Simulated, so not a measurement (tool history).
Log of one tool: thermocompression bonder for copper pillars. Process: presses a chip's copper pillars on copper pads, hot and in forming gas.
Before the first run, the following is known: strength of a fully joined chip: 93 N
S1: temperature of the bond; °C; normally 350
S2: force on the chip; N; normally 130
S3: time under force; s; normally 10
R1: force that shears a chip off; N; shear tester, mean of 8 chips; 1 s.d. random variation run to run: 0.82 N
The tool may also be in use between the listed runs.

run,hour,S1,S2,S3,R1
1,0,350,130,10,61.3
2,10.6,350,130,10,60.9
3,26.4,350,130,10,61.5
4,44.3,350,130,10,59.6
5,58.1,350,177,10,71
# hour 61.1: force cell calibrated
6,74.4,350,177,10,68.7
7,88.4,350,177,5,58.7
# hour 97.5: force cell calibrated, once more
8,98.6,323,160,8,50.2

Forecast run 9:
# hour 105.3: forming gas filter changed
9,115.9,323,160,8,?

R1: 56 N
Without the tool's hidden state the same run would have given R1 54.2 N.
